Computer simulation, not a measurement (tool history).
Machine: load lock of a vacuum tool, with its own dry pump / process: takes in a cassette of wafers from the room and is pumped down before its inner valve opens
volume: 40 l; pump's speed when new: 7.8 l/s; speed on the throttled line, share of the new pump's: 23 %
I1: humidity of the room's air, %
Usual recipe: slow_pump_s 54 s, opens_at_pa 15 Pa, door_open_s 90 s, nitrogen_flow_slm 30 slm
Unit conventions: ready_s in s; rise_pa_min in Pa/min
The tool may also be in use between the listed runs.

run 1 hour=0.0 | slow_pump_s=54 opens_at_pa=15 door_open_s=90 nitrogen_flow_slm=30 | I1=43.5 | ready_s=88.4 rise_pa_min=0.124
run 2 hour=161.1 | slow_pump_s=54 opens_at_pa=15 door_open_s=90 nitrogen_flow_slm=30 | I1=42.9 | ready_s=89.4 rise_pa_min=0.126
run 3 hour=325.1 | slow_pump_s=54 opens_at_pa=15 door_open_s=90 nitrogen_flow_slm=30 | I1=45.1 | ready_s=89.0 rise_pa_min=0.128
run 4 hour=492.4 | slow_pump_s=54 opens_at_pa=15 door_open_s=90 nitrogen_flow_slm=30 | I1=42.6 | ready_s=88.4 rise_pa_min=0.136
run 5 hour=576.1 | slow_pump_s=54 opens_at_pa=15 door_open_s=90 nitrogen_flow_slm=30 | I1=45.2 | ready_s=88.4 rise_pa_min=0.138
run 6 hour=762.7 | slow_pump_s=54 opens_at_pa=15 door_open_s=27 nitrogen_flow_slm=30 | I1=42.2 | ready_s=88.4 rise_pa_min=0.123
run 7 hour=884.3 | slow_pump_s=54 opens_at_pa=15 door_open_s=27 nitrogen_flow_slm=30 | I1=46.4 | ready_s=88.9 rise_pa_min=0.122
run 8 hour=1010.3 | slow_pump_s=54 opens_at_pa=15 door_open_s=90 nitrogen_flow_slm=6 | I1=43.4 | ready_s=87.8 rise_pa_min=0.187
run 9 hour=1117.6 | slow_pump_s=83 opens_at_pa=15 door_open_s=90 nitrogen_flow_slm=6 | I1=46.2 | ready_s=110.4 rise_pa_min=0.189
run 10 hour=1233.3 | slow_pump_s=83 opens_at_pa=15 door_open_s=90 nitrogen_flow_slm=6 | I1=43.6 | ready_s=109.7 rise_pa_min=0.190
run 11 hour=1336.8 | slow_pump_s=75 opens_at_pa=11 door_open_s=90 nitrogen_flow_slm=43 | I1=43.3 | ready_s=105.7 rise_pa_min=0.147
run 12 hour=1497.9 | slow_pump_s=75 opens_at_pa=11 door_open_s=90 nitrogen_flow_slm=43 | I1=47.8 | ready_s=106.8 rise_pa_min=0.153
run 13 hour=1599.0 | slow_pump_s=68 opens_at_pa=15 door_open_s=90 nitrogen_flow_slm=30 | I1=44.3 | ready_s=99.4 rise_pa_min=0.168

What does the tool deliver on the next run?
run 14 hour=1764.7 | slow_pump_s=71 opens_at_pa=13 door_open_s=93 nitrogen_flow_slm=14 | I1=43.8 | ready_s=? rise_pa_min=?

Run 14 produced ready_s 102.2 s, rise_pa_min 0.187 Pa/min.
The same run, on a tool lacking any hidden state, would have yielded ready_s 100.3 s, rise_pa_min 0.062 Pa/min.
